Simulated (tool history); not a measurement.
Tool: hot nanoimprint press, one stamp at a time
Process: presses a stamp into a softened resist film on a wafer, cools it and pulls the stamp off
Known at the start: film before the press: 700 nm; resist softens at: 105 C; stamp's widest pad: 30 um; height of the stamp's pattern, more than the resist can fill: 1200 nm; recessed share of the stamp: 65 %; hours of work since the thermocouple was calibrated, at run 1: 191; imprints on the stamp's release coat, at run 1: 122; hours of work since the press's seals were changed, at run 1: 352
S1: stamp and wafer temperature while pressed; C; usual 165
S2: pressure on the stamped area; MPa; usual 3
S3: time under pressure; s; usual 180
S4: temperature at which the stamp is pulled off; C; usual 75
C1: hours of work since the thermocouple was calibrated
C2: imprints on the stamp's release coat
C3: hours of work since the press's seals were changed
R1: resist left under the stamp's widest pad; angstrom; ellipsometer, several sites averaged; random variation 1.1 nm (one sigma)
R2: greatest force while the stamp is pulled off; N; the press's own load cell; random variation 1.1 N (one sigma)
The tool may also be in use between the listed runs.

{"run": 1, "hour": 0.0, "S1": 165, "S2": 3, "S3": 180, "S4": 75, "C1": 191, "C2": 122, "C3": 352, "R1": 3688, "R2": 215}
{"run": 2, "hour": 23.9, "S1": 165, "S2": 3, "S3": 180, "S4": 75, "C1": 201, "C2": 152, "C3": 362, "R1": 3689, "R2": 216}
{"run": 3, "hour": 37.0, "S1": 165, "S2": 3, "S3": 180, "S4": 75, "C1": 206, "C2": 169, "C3": 367, "R1": 3666, "R2": 216}
{"run": 4, "hour": 49.6, "S1": 165, "S2": 3, "S3": 180, "S4": 75, "C1": 211, "C2": 184, "C3": 372, "R1": 3673, "R2": 216}
{"run": 5, "hour": 70.5, "S1": 165, "S2": 3.86, "S3": 180, "S4": 75, "C1": 220, "C2": 210, "C3": 381, "R1": 3201, "R2": 219}
{"run": 6, "hour": 81.7, "S1": 165, "S2": 3.86, "S3": 180, "S4": 75, "C1": 224, "C2": 224, "C3": 385, "R1": 3193, "R2": 218}
{"run": 7, "hour": 95.6, "S1": 165, "S2": 2.12, "S3": 180, "S4": 75, "C1": 230, "C2": 242, "C3": 391, "R1": 4354, "R2": 217}
{"run": 8, "hour": 108.1, "S1": 165, "S2": 2.12, "S3": 180, "S4": 75, "C1": 235, "C2": 257, "C3": 396, "R1": 4341, "R2": 216}
{"run": 9, "hour": 132.4, "S1": 165, "S2": 2.12, "S3": 180, "S4": 75, "C1": 245, "C2": 288, "C3": 405, "R1": 4356, "R2": 218}
{"run": 10, "hour": 149.1, "S1": 165, "S2": 2.12, "S3": 180, "S4": 75, "C1": 252, "C2": 308, "C3": 412, "R1": 4348, "R2": 217}
{"run": 11, "hour": 167.6, "S1": 165, "S2": 2.12, "S3": 180, "S4": 62, "C1": 259, "C2": 332, "C3": 420, "R1": 4329, "R2": 239}
{"run": 12, "hour": 179.9, "S1": 165, "S2": 2.49, "S3": 180, "S4": 75, "C1": 264, "C2": 347, "C3": 425, "R1": 4007, "R2": 219}
{"run": 13, "hour": 205.0, "S1": 165, "S2": 3, "S3": 122, "S4": 75, "C1": 274, "C2": 378, "C3": 435, "R1": 4112, "R2": 219}
{"run": 14, "hour": 222.6, "S1": 165, "S2": 3, "S3": 122, "S4": 75, "C1": 281, "C2": 400, "C3": 442, "R1": 4087, "R2": 218}
{"run": 15, "hour": 243.2, "S1": 165, "S2": 3, "S3": 252, "S4": 75, "C1": 290, "C2": 426, "C3": 450, "R1": 3313, "R2": 219}
{"run": 16, "hour": 258.8, "S1": 163, "S2": 3, "S3": 211, "S4": 80, "C1": 296, "C2": 445, "C3": 456, "R1": 3716, "R2": 212}
{"run": 17, "hour": 279.0, "S1": 163, "S2": 3, "S3": 211, "S4": 80, "C1": 304, "C2": 471, "C3": 465, "R1": 3718, "R2": 211}
{"run": 18, "hour": 292.5, "S1": 163, "S2": 3, "S3": 211, "S4": 80, "C1": 309, "C2": 488, "C3": 470, "R1": 3720, "R2": 213}
{"run": 19, "hour": 304.6, "S1": 163, "S2": 3.48, "S3": 201, "S4": 63, "C1": 314, "C2": 503, "C3": 475, "R1": 3475, "R2": 239}
{"run": 20, "hour": 326.8, "S1": 162, "S2": 3, "S3": 192, "S4": 75, "C1": 323, "C2": 530, "C3": 484, "R1": 3962, "R2": 222}
{"run": 21, "hour": 343.8, "S1": 165, "S2": 2.82, "S3": 180, "S4": 72, "C1": 330, "C2": 552, "C3": 491, "R1": 3775, "R2": 226}
{"hour": 363.3, "done": "stamp cleaned and given a new release coat"}
{"run": 22, "hour": 370.7, "S1": 164, "S2": 2.49, "S3": 111, "S4": 69, "C1": 339, "C2": 10, "C3": 499, "R1": 4698, "R2": 223}
{"run": 23, "hour": 385.3, "S1": 158, "S2": 2.02, "S3": 251, "S4": 79, "C1": 344, "C2": 28, "C3": 505, "R1": 4916, "R2": 206}
{"run": 24, "hour": 396.3, "S1": 158, "S2": 2.02, "S3": 251, "S4": 79, "C1": 349, "C2": 42, "C3": 509, "R1": 4917, "R2": 206}
{"run": 25, "hour": 417.2, "S1": 169, "S2": 3, "S3": 92, "S4": 69, "C1": 357, "C2": 68, "C3": 518, "R1": 3958, "R2": 223}
{"run": 26, "hour": 441.2, "S1": 165, "S2": 1.84, "S3": 180, "S4": 67, "C1": 367, "C2": 98, "C3": 528, "R1": 4589, "R2": 225}
{"run": 27, "hour": 466.4, "S1": 165, "S2": 3, "S3": 155, "S4": 63, "C1": 377, "C2": 129, "C3": 538, "R1": 3806, "R2": 234}
{"run": 28, "hour": 487.0, "S1": 165, "S2": 4.68, "S3": 223, "S4": 75, "C1": 385, "C2": 155, "C3": 546, "R1": 2680, "R2": 214}
{"run": 29, "hour": 509.9, "S1": 159, "S2": 2.78, "S3": 145, "S4": 75, "C1": 395, "C2": 183, "C3": 555, "R1": 4778, "R2": 214}

Forecast each of these 5 alternatives for the next run:
{"run": "A", "hour": 529.6, "S1": 166, "S2": 2.78, "S3": 135, "S4": 76, "C1": 403, "C2": 208, "C3": 563, "R1": "?", "R2": "?"}
{"run": "B", "hour": 529.6, "S1": 157, "S2": 2.78, "S3": 345, "S4": 75, "C1": 403, "C2": 208, "C3": 563, "R1": "?", "R2": "?"}
{"run": "C", "hour": 529.6, "S1": 177, "S2": 3, "S3": 100, "S4": 83, "C1": 403, "C2": 208, "C3": 563, "R1": "?", "R2": "?"}
{"run": "D", "hour": 529.6, "S1": 159, "S2": 2, "S3": 145, "S4": 76, "C1": 403, "C2": 208, "C3": 563, "R1": "?", "R2": "?"}
{"run": "E", "hour": 529.6, "S1": 159, "S2": 2.78, "S3": 201, "S4": 75, "C1": 403, "C2": 208, "C3": 563, "R1": "?", "R2": "?"}

run=A R1=4002 R2=214
run=B R1=4029 R2=215
run=C R1=3075 R2=201
run=D R1=5396 R2=214
run=E R1=4402 R2=215
Without the tool's hidden state the same runs would have given:
run=A R1=4048 R2=212
run=B R1=4089 R2=213
run=C R1=3097 R2=199
run=D R1=5462 R2=212
run=E R1=4459 R2=213
